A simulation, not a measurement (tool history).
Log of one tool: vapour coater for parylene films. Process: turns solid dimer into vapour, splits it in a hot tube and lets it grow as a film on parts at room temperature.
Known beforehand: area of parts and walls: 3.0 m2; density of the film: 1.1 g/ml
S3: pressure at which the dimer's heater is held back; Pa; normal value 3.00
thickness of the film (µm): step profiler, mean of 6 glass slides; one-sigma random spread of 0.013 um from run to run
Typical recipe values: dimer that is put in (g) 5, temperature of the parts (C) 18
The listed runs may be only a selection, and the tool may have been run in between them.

run 1 day=0.000 | dimer_that_is_put_in_(g)=5 temperature_of_the_parts_(C)=18 S3=3.00 | thickness_of_the_film_(µm)=1.11
run 2 day=1.775 | dimer_that_is_put_in_(g)=5 temperature_of_the_parts_(C)=18 S3=3.00 | thickness_of_the_film_(µm)=1.12
run 3 day=4.104 | dimer_that_is_put_in_(g)=5 temperature_of_the_parts_(C)=18 S3=3.00 | thickness_of_the_film_(µm)=1.09
run 4 day=6.529 | dimer_that_is_put_in_(g)=5 temperature_of_the_parts_(C)=18 S3=3.00 | thickness_of_the_film_(µm)=1.10
run 5 day=9.279 | dimer_that_is_put_in_(g)=5 temperature_of_the_parts_(C)=18 S3=3.00 | thickness_of_the_film_(µm)=1.10
run 6 day=11.583 | dimer_that_is_put_in_(g)=3 temperature_of_the_parts_(C)=18 S3=3.00 | thickness_of_the_film_(µm)=0.66
run 7 day=14.992 | dimer_that_is_put_in_(g)=5 temperature_of_the_parts_(C)=13 S3=3.00 | thickness_of_the_film_(µm)=1.36
run 8 day=17.579 | dimer_that_is_put_in_(g)=5 temperature_of_the_parts_(C)=13 S3=3.00 | thickness_of_the_film_(µm)=1.31
run 9 day=19.675 | dimer_that_is_put_in_(g)=6 temperature_of_the_parts_(C)=13 S3=3.00 | thickness_of_the_film_(µm)=1.60
run 10 day=22.871 | dimer_that_is_put_in_(g)=6 temperature_of_the_parts_(C)=13 S3=3.00 | thickness_of_the_film_(µm)=1.55
run 11 day=25.938 | dimer_that_is_put_in_(g)=6 temperature_of_the_parts_(C)=13 S3=3.00 | thickness_of_the_film_(µm)=1.54
run 12 day=28.904 | dimer_that_is_put_in_(g)=5 temperature_of_the_parts_(C)=13 S3=3.00 | thickness_of_the_film_(µm)=1.43
run 13 day=30.729 | dimer_that_is_put_in_(g)=5 temperature_of_the_parts_(C)=18 S3=3.00 | thickness_of_the_film_(µm)=1.14
run 14 day=33.483 | dimer_that_is_put_in_(g)=5 temperature_of_the_parts_(C)=18 S3=3.00 | thickness_of_the_film_(µm)=1.12
run 15 day=35.271 | dimer_that_is_put_in_(g)=5 temperature_of_the_parts_(C)=18 S3=3.00 | thickness_of_the_film_(µm)=1.12
run 16 day=37.438 | dimer_that_is_put_in_(g)=2 temperature_of_the_parts_(C)=28 S3=6.45 | thickness_of_the_film_(µm)=0.25
run 17 day=39.317 | dimer_that_is_put_in_(g)=8 temperature_of_the_parts_(C)=20 S3=9.73 | thickness_of_the_film_(µm)=1.33
run 18 day=41.025 | dimer_that_is_put_in_(g)=2 temperature_of_the_parts_(C)=15 S3=2.70 | thickness_of_the_film_(µm)=0.48
run 19 day=43.071 | dimer_that_is_put_in_(g)=3 temperature_of_the_parts_(C)=15 S3=2.41 | thickness_of_the_film_(µm)=0.77
run 20 day=46.088 | dimer_that_is_put_in_(g)=2 temperature_of_the_parts_(C)=20 S3=8.38 | thickness_of_the_film_(µm)=0.33
run 21 day=49.079 | dimer_that_is_put_in_(g)=7 temperature_of_the_parts_(C)=11 S3=5.96 | thickness_of_the_film_(µm)=1.86
run 22 day=51.658 | dimer_that_is_put_in_(g)=8 temperature_of_the_parts_(C)=18 S3=2.85 | thickness_of_the_film_(µm)=1.65
run 23 day=53.150 | dimer_that_is_put_in_(g)=2 temperature_of_the_parts_(C)=28 S3=7.67 | thickness_of_the_film_(µm)=0.22
run 24 day=56.496 | dimer_that_is_put_in_(g)=2 temperature_of_the_parts_(C)=28 S3=3.65 | thickness_of_the_film_(µm)=0.25
run 25 day=59.296 | dimer_that_is_put_in_(g)=3 temperature_of_the_parts_(C)=28 S3=10.06 | thickness_of_the_film_(µm)=0.30
run 26 day=62.442 | dimer_that_is_put_in_(g)=5 temperature_of_the_parts_(C)=18 S3=3.51 | thickness_of_the_film_(µm)=1.11
run 27 day=64.362 | dimer_that_is_put_in_(g)=4 temperature_of_the_parts_(C)=18 S3=8.42 | thickness_of_the_film_(µm)=0.74
run 28 day=66.083 | dimer_that_is_put_in_(g)=3 temperature_of_the_parts_(C)=24 S3=4.96 | thickness_of_the_film_(µm)=0.48
run 29 day=68.854 | dimer_that_is_put_in_(g)=3 temperature_of_the_parts_(C)=24 S3=4.96 | thickness_of_the_film_(µm)=0.44
run 30 day=71.396 | dimer_that_is_put_in_(g)=3 temperature_of_the_parts_(C)=24 S3=11.84 | thickness_of_the_film_(µm)=0.40

Removed from this log: 2 entries logged between the listed runs. Between which two listed runs does each belong, and how does the tool's hidden state at the listed run before it compare with that at the listed run after it?
Runs 11 to 12: trap's valve overhauled (day 28.271)
  vapour lost through the trap's worn valve, %: 11.5 -> 0.3; true temperature of the parts over the reading, C: 0.89 -> 0.9
  what was measured, less what the result would be without the hidden state, thickness of the film (µm): -0.24 -> -0.04
Runs 25 to 26: trap's valve overhauled (day 62.204)
  vapour lost through the trap's worn valve, %: 11.1 -> 0.3; true temperature of the parts over the reading, C: 1.1 -> 1.12
  what was measured, less what the result would be without the hidden state, thickness of the film (µm): -0.05 -> -0.06
